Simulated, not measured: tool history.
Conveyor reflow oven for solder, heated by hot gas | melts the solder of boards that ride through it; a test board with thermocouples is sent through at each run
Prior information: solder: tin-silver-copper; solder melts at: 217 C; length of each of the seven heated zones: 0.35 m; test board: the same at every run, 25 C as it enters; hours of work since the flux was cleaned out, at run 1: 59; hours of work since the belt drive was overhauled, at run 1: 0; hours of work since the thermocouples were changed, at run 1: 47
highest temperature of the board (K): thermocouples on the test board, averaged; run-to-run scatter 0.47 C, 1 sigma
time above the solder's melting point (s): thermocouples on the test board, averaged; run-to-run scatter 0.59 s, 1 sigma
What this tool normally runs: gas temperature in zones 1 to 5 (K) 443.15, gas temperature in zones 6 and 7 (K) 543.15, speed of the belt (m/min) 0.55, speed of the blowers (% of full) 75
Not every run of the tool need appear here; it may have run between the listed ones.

run     day  gas temperature in zones 1 to 5 (K)  gas temperature in zones 6 and 7 (K)  speed of the belt (m/min)  speed of the blowers (% of full)  hours of work since the flux was cleaned out  hours of work since the belt drive was overhauled  hours of work since the thermocouples were changed  highest temperature of the board (K)  time above the solder's melting point (s)
  1       0                               443.15                                543.15                       0.55                                75                                            59                                                  0                                                  47                                523.45                                       52.9
  2   0.629                               443.15                                543.15                       0.55                                75                                            66                                                  7                                                  53                                522.65                                         54
  3   1.025                               443.15                                543.15                       0.55                                83                                            70                                                 11                                                  58                                524.85                                       54.3
  4   1.546                               443.15                                543.15                       0.55                                75                                            76                                                 16                                                  63                                522.35                                       52.7
  5   1.983                               443.15                                543.15                       0.55                                57                                            80                                                 21                                                  68                                516.15                                       44.6
  6   2.654                               443.15                                543.15                      0.478                                75                                            87                                                 28                                                  75                                527.95                                       65.4
  7   2.967                               443.15                                543.15                       0.55                                75                                            90                                                 31                                                  78                                522.25                                       53.8
  8    3.55                               443.15                                543.15                       0.55                                58                                            96                                                 37                                                  84                                517.75                                       46.6
  9   4.092                               443.15                                543.15                       0.55                                58                                           102                                                 43                                                  90                                516.85                                       45.9
 10   4.667                               443.15                                543.15                       0.55                                58                                           108                                                 49                                                  96                                517.15                                       45.5
 11   5.133                               443.15                                556.15                       0.55                                75                                           113                                                 54                                                 101                                533.85                                       60.6
 12   5.542                               443.15                                549.15                       0.55                                75                                           117                                                 58                                                 105                                527.35                                       55.1
 13       6                               443.15                                543.15                       0.55                                75                                           122                                                 63                                                 110                                522.25                                       52.9
 14    6.35                               443.15                                543.15                       0.55                                75                                           126                                                 66                                                 113                                521.85                                       51.7
 15   6.708                               443.15                                543.15                       0.55                                75                                           129                                                 70                                                 117                                521.75                                       51.2
 16   7.304                               443.15                                543.15                       0.55                                75                                           136                                                 76                                                 123                                521.35                                       51.5
 17   7.929                               443.15                                543.15                       0.55                                75                                           142                                                 83                                                 130                                522.85                                       52.1
 18   8.492                               440.15                                548.15                       0.55                                75                                           148                                                 89                                                 136                                525.65                                       53.8
 19   9.142                               440.15                                548.15                       0.55                                75                                           155                                                 95                                                 142                                525.25                                       54.4
 20   9.467                               456.15                                543.15                       0.55                                54                                           158                                                 99                                                 146                                517.75                                       51.6
 21  10.029                               442.15                                557.15                       0.55                                85                                           164                                                105                                                 152                                536.15                                       61.4
 22  10.683                               434.15                                557.15                       0.55                                85                                           171                                                111                                                 158                                535.05                                       58.5
 23  11.221                               434.15                                557.15                       0.55                                85                                           176                                                117                                                 164                                534.65                                       57.7
 24  11.583                               443.15                                550.15                      0.579                                75                                           180                                                121                                                 168                                526.05                                       51.4
 25  12.242                               443.15                                550.15                      0.579                                75                                           187                                                128                                                 175                                525.85                                       52.7
 26  12.746                               443.15                                550.15                      0.579                                75                                           192                                                133                                                 180                                525.05                                       51.6
 27  13.212                               443.15                                550.15                      0.579                                75                                           197                                                138                                                 185                                525.95                                       50.7
 28  13.646                               443.15                                550.15                      0.652                                82                                           202                                                142                                                 189                                522.15                                       43.3
 29  14.188                               429.15                                542.15                      0.548                                80                                           207                                                148                                                 195                                518.85                                         46
 30  14.779                               429.15                                547.15                      0.588                                75                                           214                                                154                                                 201                                518.95                                       41.8
 31  15.392                               458.15                                543.15                      0.444                                75                                           220                                                161                                                 208                                530.65                                       79.8
 32  16.058                               450.15                                533.15                      0.518                                88                                           227                                                168                                                 215                                520.15                                       57.5

3 options for the next run, each taken on its own from the tool as it stands now. Forecast them:
  A  16.521                               454.15                                553.15                      0.518                                89                                           232                                                172                                                 219                                     ?                                          ?
  B  16.521                               443.15                                551.15                      0.639                                75                                           232                                                172                                                 219                                     ?                                          ?
  C  16.521                               432.15                                543.15                       0.55                                68                                           232                                                172                                                 219                                     ?                                          ?

run  highest temperature of the board (K)  time above the solder's melting point (s)
  A                                536.45                                         70
  B                                521.55                                       41.8
  C                                516.45                                       43.2
What these runs would have given with no unlogged condition in the tool:
run  highest temperature of the board (K)  time above the solder's melting point (s)
  A                                538.65                                       71.2
  B                                524.35                                       44.1
  C                                518.95                                       45.9
